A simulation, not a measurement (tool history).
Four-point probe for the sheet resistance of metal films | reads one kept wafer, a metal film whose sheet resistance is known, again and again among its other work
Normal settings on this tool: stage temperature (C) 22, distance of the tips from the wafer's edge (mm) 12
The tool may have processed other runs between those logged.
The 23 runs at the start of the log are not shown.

run    hour  stage temperature (C)  distance of the tips from the wafer's edge (mm)  touches since the probe head was changed  hours of work since the stage's thermometer was calibrated  sheet resistance as the instrument gives it (ohm/square)
 24  1290.9                     20                                               27                                    142275                                                         594                                                  0.032077
 25  1334.6                     27                                               30                                    144233                                                         619                                                  0.032150
 26  1365.0                     21                                               17                                    145594                                                         636                                                  0.032135
 27  1417.9                     28                                               12                                    147966                                                         666                                                  0.032287
 28  1467.4                     34                                               20                                    150187                                                         694                                                  0.032282
 29  1525.1                     34                                               12                                    152773                                                         726                                                  0.032350
 30  1594.2                     32                                               33                                    155874                                                         765                                                  0.032228
 31  1637.3                     27                                               69                                    157806                                                         789                                                  0.032162
 32  1706.7                     34                                               73                                    160918                                                         828                                                  0.032230

What if the next run were any one of these 4? Each begins from the tool's condition after run 32:
  A  1738.1                     31                                                4                                    162329                                                         846                                                         ?
  B  1738.1                     35                                                3                                    162329                                                         846                                                         ?
  C  1738.1                     18                                               12                                    162329                                                         846                                                         ?
  D  1738.1                     25                                                6                                    162329                                                         846                                                         ?

run  sheet resistance as the instrument gives it (ohm/square)
  A                                                  0.033232
  B                                                  0.034050
  C                                                  0.032164
  D                                                  0.032592
Had the tool no hidden state, the same runs would have come out as:
run  sheet resistance as the instrument gives it (ohm/square)
  A                                                  0.033232
  B                                                  0.034051
  C                                                  0.032165
  D                                                  0.032592
